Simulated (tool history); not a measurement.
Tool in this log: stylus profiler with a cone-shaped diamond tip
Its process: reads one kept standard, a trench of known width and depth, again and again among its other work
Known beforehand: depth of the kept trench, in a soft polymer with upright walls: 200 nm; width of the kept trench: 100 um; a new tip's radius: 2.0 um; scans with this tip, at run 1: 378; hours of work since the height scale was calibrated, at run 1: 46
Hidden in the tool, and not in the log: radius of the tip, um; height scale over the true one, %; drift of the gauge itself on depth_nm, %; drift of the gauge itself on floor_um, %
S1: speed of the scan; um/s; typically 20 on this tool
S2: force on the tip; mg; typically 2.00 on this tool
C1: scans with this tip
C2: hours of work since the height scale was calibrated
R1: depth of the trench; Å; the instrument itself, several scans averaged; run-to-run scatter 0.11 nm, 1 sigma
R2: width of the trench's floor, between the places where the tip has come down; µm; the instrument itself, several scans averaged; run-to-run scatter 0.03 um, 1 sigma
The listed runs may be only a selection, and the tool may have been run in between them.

run	hour	S1	S2	C1	C2	R1	R2
1	0.0	20	2.00	378	46	2022.1	98.12
2	7.2	20	2.00	418	50	2021.5	98.14
3	17.2	20	2.00	473	57	2022.8	98.17
4	24.3	20	2.00	512	62	2021.3	98.09
5	32.9	20	1.86	560	68	2023.0	98.19
6	47.8	20	1.12	643	77	2015.8	98.03
7	60.3	20	1.12	712	86	2017.2	98.09
8	71.2	20	1.12	772	93	2013.6	98.11
9	84.3	20	1.12	845	102	2018.6	98.09
10	97.8	20	2.00	920	111	2022.8	98.13
11	113.7	20	2.00	1008	122	2025.0	98.14
12	127.6	20	2.00	1085	131	2022.5	98.10
13	137.6	20	2.00	1141	137	2025.0	98.11
14	151.2	68	4.56	1216	147	2038.9	97.96
15	165.3	6	1.88	1294	156	2024.6	98.17
16	173.5	20	2.44	1340	161	2027.6	98.09
# hour 175.2: height scale calibrated on a step standard
17	183.4	34	1.09	1391	5	2018.8	97.91
18	192.2	43	2.82	1441	11	2030.9	98.01
19	202.2	45	2.78	1496	18	2031.7	97.97
20	215.0	6	3.10	1567	27	2031.7	98.21
21	232.1	26	1.70	1662	38	2023.6	98.04
22	240.4	47	2.00	1708	44	2025.9	97.95
23	249.9	6	2.52	1760	50	2029.9	98.18
24	261.2	35	2.52	1823	57	2031.5	98.08
25	275.8	35	2.52	1904	67	2030.7	97.97
# hour 279.3: height scale calibrated on a step standard, once more
26	290.8	5	1.81	1984	8	2018.2	98.17

What differs in the tool's unlogged condition from the final listed run ahead of each entry between runs to the first listed run following it?
Run 16 -> run 17: height scale calibrated on a step standard (hour 175.2)
  radius of the tip, um: 2.09 -> 2.1; height scale over the true one, %: 0.11 -> 0.178
  difference, measured minus the result without the unlogged condition, R1: +2.3 -> +3.6 Å; R2: -0.04 -> -0.04 µm
Run 25 -> run 26: height scale calibrated on a step standard, once more (hour 279.3)
  radius of the tip, um: 2.16 -> 2.17; height scale over the true one, %: 0.209 -> -0.087
  difference, measured minus the result without the unlogged condition, R1: +4.2 -> -1.8 Å; R2: -0.07 -> -0.07 µm

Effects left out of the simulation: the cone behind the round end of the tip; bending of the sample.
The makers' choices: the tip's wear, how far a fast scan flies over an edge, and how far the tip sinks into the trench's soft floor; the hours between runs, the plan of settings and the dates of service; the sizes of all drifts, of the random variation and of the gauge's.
